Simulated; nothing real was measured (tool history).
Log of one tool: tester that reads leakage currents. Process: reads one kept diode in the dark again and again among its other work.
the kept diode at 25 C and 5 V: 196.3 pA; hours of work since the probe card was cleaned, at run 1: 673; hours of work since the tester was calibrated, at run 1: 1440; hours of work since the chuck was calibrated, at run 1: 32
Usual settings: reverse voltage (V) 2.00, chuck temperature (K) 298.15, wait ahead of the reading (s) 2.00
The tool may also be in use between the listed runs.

| run | hour | reverse voltage (V) | chuck temperature (K) | wait ahead of the reading (s) | hours of work since the probe card was cleaned | hours of work since the tester was calibrated | hours of work since the chuck was calibrated | current that the tester gives (pA) |
|---|---|---|---|---|---|---|---|---|
| 1 | 0.0 | 2.00 | 298.15 | 2.00 | 673 | 1440 | 32 | 144.26 |
| 2 | 40.9 | 2.00 | 298.15 | 2.00 | 703 | 1470 | 62 | 144.03 |
| 3 | 83.7 | 2.00 | 298.15 | 2.00 | 734 | 1501 | 93 | 143.91 |
| 4 | 140.1 | 2.00 | 298.15 | 2.00 | 775 | 1543 | 134 | 142.87 |
| 5 | 208.7 | 2.00 | 301.15 | 2.00 | 826 | 1593 | 185 | 179.09 |
| 6 | 249.2 | 2.00 | 301.15 | 2.00 | 855 | 1622 | 214 | 179.69 |
| 7 | 306.4 | 2.00 | 301.15 | 2.00 | 897 | 1664 | 256 | 178.23 |
| 8 | 390.2 | 7.53 | 298.15 | 2.00 | 959 | 1726 | 318 | 225.19 |
| 9 | 460.5 | 2.00 | 298.15 | 0.54 | 1010 | 1777 | 369 | 140.40 |
| 10 | 508.1 | 2.00 | 328.15 | 2.00 | 1045 | 1812 | 404 | 1176.41 |
| 11 | 589.7 | 3.17 | 298.15 | 2.00 | 1105 | 1872 | 464 | 163.29 |
| 12 | 626.6 | 2.00 | 298.15 | 2.00 | 1132 | 1899 | 491 | 138.46 |
| 13 | 661.9 | 2.00 | 326.15 | 2.00 | 1158 | 1925 | 517 | 1032.35 |
| 14 | 710.7 | 2.00 | 326.15 | 2.00 | 1194 | 1961 | 553 | 1019.56 |
| 15 | 745.6 | 2.00 | 313.15 | 2.00 | 1219 | 1986 | 578 | 421.06 |
| 16 | 818.0 | 11.71 | 298.15 | 2.00 | 1272 | 2039 | 631 | 257.62 |
| 17 | 885.5 | 2.00 | 298.15 | 9.75 | 1322 | 2089 | 681 | 135.97 |
| 18 | 951.3 | 2.00 | 298.15 | 9.75 | 1370 | 2137 | 729 | 135.02 |
|  | 995.2 | chuck's temperature calibrated |
| 19 | 995.2 | 2.00 | 298.15 | 2.00 | 1401 | 2168 | 0 | 145.93 |
| 20 | 1049.7 | 2.00 | 294.15 | 2.00 | 1441 | 2208 | 40 | 105.81 |
| 21 | 1132.4 | 2.00 | 310.15 | 0.62 | 1501 | 2268 | 101 | 354.60 |
| 22 | 1178.5 | 18.55 | 310.15 | 2.58 | 1535 | 2302 | 134 | 781.11 |
| 23 | 1245.9 | 18.55 | 310.15 | 2.58 | 1584 | 2352 | 184 | 775.73 |
| 24 | 1310.1 | 8.91 | 327.15 | 0.35 | 1631 | 2399 | 231 | 1914.39 |
| 25 | 1369.5 | 8.91 | 327.15 | 0.35 | 1675 | 2442 | 274 | 1912.97 |
|  | 1398.1 | tester calibrated |
| 26 | 1408.0 | 8.91 | 327.15 | 0.35 | 1702 | 7 | 301 | 1856.11 |
| 27 | 1446.2 | 2.93 | 331.15 | 2.00 | 1730 | 35 | 329 | 1616.95 |
| 28 | 1491.5 | 2.93 | 331.15 | 2.00 | 1763 | 68 | 362 | 1615.98 |
| 29 | 1578.1 | 2.93 | 331.15 | 2.00 | 1826 | 132 | 426 | 1603.89 |
| 30 | 1629.7 | 1.88 | 295.15 | 1.00 | 1864 | 170 | 464 | 105.18 |
| 31 | 1692.2 | 8.69 | 295.15 | 2.13 | 1910 | 216 | 510 | 183.07 |
| 32 | 1745.0 | 7.31 | 302.15 | 1.14 | 1949 | 254 | 548 | 292.21 |
| 33 | 1785.9 | 6.69 | 296.15 | 2.00 | 1979 | 284 | 578 | 177.84 |
| 34 | 1832.5 | 5.72 | 303.15 | 2.00 | 2013 | 318 | 612 | 285.93 |
| 35 | 1891.1 | 3.93 | 312.15 | 2.00 | 2056 | 361 | 655 | 482.60 |
| 36 | 1948.3 | 12.29 | 319.15 | 0.36 | 2098 | 403 | 697 | 1190.88 |
| 37 | 1998.2 | 4.01 | 309.15 | 0.76 | 2134 | 440 | 734 | 391.28 |
|  | 2039.3 | chuck's temperature calibrated |
| 38 | 2070.1 | 2.30 | 298.15 | 1.80 | 2186 | 491 | 23 | 151.89 |
| 39 | 2145.4 | 2.30 | 298.15 | 4.98 | 2241 | 546 | 78 | 150.70 |
| 40 | 2220.3 | 2.00 | 298.15 | 8.08 | 2296 | 601 | 133 | 143.04 |

3 ways to go on from here, each from the tool as it stands after run 40. What would each give?
| A | 2273.4 | 2.00 | 322.15 | 1.89 | 2335 | 640 | 172 | ? |
| B | 2273.4 | 2.00 | 298.15 | 2.75 | 2335 | 640 | 172 | ? |
| C | 2273.4 | 15.04 | 298.15 | 1.15 | 2335 | 640 | 172 | ? |

| run | current that the tester gives (pA) |
|---|---|
| A | 809.87 |
| B | 141.97 |
| C | 297.69 |
Without the tool's hidden state the same runs would have given:
| run | current that the tester gives (pA) |
|---|---|
| A | 814.89 |
| B | 142.30 |
| C | 292.53 |
